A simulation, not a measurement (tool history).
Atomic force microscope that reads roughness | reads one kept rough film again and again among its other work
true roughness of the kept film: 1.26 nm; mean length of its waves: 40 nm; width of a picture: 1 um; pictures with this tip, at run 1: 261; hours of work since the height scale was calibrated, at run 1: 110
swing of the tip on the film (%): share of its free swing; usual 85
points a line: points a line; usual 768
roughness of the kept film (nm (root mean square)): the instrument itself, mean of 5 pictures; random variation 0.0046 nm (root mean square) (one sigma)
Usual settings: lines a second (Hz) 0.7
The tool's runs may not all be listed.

| run | day | lines a second (Hz) | swing of the tip on the film (%) | points a line | pictures with this tip | hours of work since the height scale was calibrated | roughness of the kept film (nm (root mean square)) |
|---|---|---|---|---|---|---|---|
| 1 | 0 | 0.7 | 85 | 768 | 261 | 110 | 1.108 |
| 2 | 1.129 | 0.7 | 85 | 768 | 301 | 126 | 1.09 |
| 3 | 2.117 | 0.7 | 85 | 768 | 335 | 141 | 1.083 |
|  | 2.662 | new tip fitted |
| 4 | 3.071 | 0.7 | 85 | 768 | 14 | 154 | 1.15 |
| 5 | 3.779 | 0.7 | 60 | 768 | 39 | 165 | 1.204 |
| 6 | 4.962 | 0.7 | 60 | 768 | 80 | 182 | 1.187 |
| 7 | 6.05 | 0.7 | 60 | 768 | 119 | 198 | 1.185 |
| 8 | 7.283 | 0.7 | 85 | 768 | 162 | 216 | 1.119 |
| 9 | 8.021 | 0.574 | 85 | 768 | 188 | 227 | 1.132 |
| 10 | 8.671 | 1.97 | 85 | 768 | 211 | 236 | 0.997 |
| 11 | 9.729 | 1.198 | 85 | 768 | 248 | 252 | 1.05 |
| 12 | 10.275 | 1.198 | 85 | 768 | 267 | 260 | 1.06 |
| 13 | 11.354 | 1.198 | 85 | 768 | 305 | 276 | 1.06 |
| 14 | 12.325 | 1.198 | 85 | 768 | 339 | 290 | 1.049 |
|  | 12.833 | new tip fitted |
| 15 | 13.533 | 0.7 | 85 | 323 | 24 | 307 | 1.151 |
| 16 | 14.542 | 0.7 | 61 | 768 | 60 | 322 | 1.202 |
| 17 | 15.517 | 0.7 | 85 | 528 | 94 | 336 | 1.141 |
| 18 | 16.154 | 0.7 | 85 | 528 | 116 | 346 | 1.121 |
| 19 | 16.988 | 0.7 | 85 | 768 | 145 | 358 | 1.129 |
| 20 | 18.308 | 0.7 | 85 | 768 | 192 | 377 | 1.125 |
| 21 | 18.954 | 0.7 | 85 | 768 | 214 | 387 | 1.122 |
| 22 | 20.012 | 0.7 | 85 | 768 | 251 | 402 | 1.11 |
| 23 | 21.088 | 0.7 | 85 | 768 | 289 | 418 | 1.105 |
| 24 | 22.088 | 0.7 | 83 | 768 | 324 | 433 | 1.1 |
| 25 | 22.658 | 0.685 | 57 | 768 | 344 | 441 | 1.148 |
|  | 22.954 | new tip fitted |
| 26 | 23.942 | 0.685 | 57 | 768 | 34 | 460 | 1.212 |
| 27 | 24.771 | 0.685 | 57 | 768 | 64 | 472 | 1.196 |
| 28 | 25.579 | 0.7 | 65 | 808 | 92 | 484 | 1.192 |
| 29 | 26.754 | 3.298 | 82 | 347 | 133 | 501 | 0.937 |
| 30 | 27.762 | 0.7 | 55 | 744 | 168 | 516 | 1.185 |
| 31 | 28.567 | 0.7 | 62 | 367 | 197 | 528 | 1.165 |
| 32 | 29.221 | 1.324 | 85 | 310 | 219 | 537 | 1.047 |
| 33 | 30.092 | 1.324 | 85 | 310 | 250 | 550 | 1.042 |
| 34 | 31.283 | 0.7 | 85 | 444 | 292 | 567 | 1.101 |
| 35 | 32.571 | 1.827 | 86 | 768 | 337 | 586 | 0.989 |
|  | 33.129 | new tip fitted |
| 36 | 33.8 | 1.827 | 86 | 768 | 23 | 604 | 1.047 |
| 37 | 34.825 | 1.827 | 86 | 768 | 59 | 619 | 1.031 |
| 38 | 35.458 | 0.725 | 86 | 768 | 81 | 628 | 1.141 |
| 39 | 36.542 | 0.725 | 86 | 313 | 119 | 644 | 1.116 |
| 40 | 37.788 | 0.725 | 86 | 313 | 163 | 662 | 1.114 |
| 41 | 38.971 | 0.725 | 86 | 313 | 204 | 680 | 1.108 |
| 42 | 40.017 | 3.5 | 77 | 768 | 241 | 695 | 0.974 |
| 43 | 41.138 | 3.574 | 85 | 374 | 280 | 712 | 0.878 |
| 44 | 41.971 | 3.262 | 56 | 869 | 310 | 724 | 1.112 |
| 45 | 42.879 | 3.262 | 56 | 869 | 342 | 737 | 1.106 |
|  | 43.325 | new tip fitted |
| 46 | 43.458 | 0.732 | 59 | 284 | 5 | 745 | 1.205 |
| 47 | 44.446 | 0.7 | 82 | 721 | 40 | 760 | 1.162 |

How the hidden state differs across the entries between the runs, from the last listed run before each to the first after it:
Between runs 3 and 4: new tip fitted (day 2.662)
  radius of the tip, nm: 26.5 -> 8.4; height scale over the true one, %: 0.05 -> 0.06
  measured less the result without the state, roughness of the kept film (nm (root mean square)): -0.064 -> -0.005
Between runs 14 and 15: new tip fitted (day 12.833)
  radius of the tip, nm: 27.2 -> 8.5; height scale over the true one, %: 0.17 -> 0.19
  measured less the result without the state, roughness of the kept film (nm (root mean square)): -0.062 -> -0.003
Between runs 25 and 26: new tip fitted (day 22.954)
  radius of the tip, nm: 26.9 -> 9.3; height scale over the true one, %: 0.3 -> 0.32
  measured less the result without the state, roughness of the kept film (nm (root mean square)): -0.065 -> -0.005
Between runs 35 and 36: new tip fitted (day 33.129)
  radius of the tip, nm: 26.6 -> 9.1; height scale over the true one, %: 0.42 -> 0.44
  measured less the result without the state, roughness of the kept film (nm (root mean square)): -0.054 -> -0.002
Between runs 45 and 46: new tip fitted (day 43.325)
  radius of the tip, nm: 27.6 -> 7.5; height scale over the true one, %: 0.54 -> 0.55
  measured less the result without the state, roughness of the kept film (nm (root mean square)): -0.063 -> +0.004

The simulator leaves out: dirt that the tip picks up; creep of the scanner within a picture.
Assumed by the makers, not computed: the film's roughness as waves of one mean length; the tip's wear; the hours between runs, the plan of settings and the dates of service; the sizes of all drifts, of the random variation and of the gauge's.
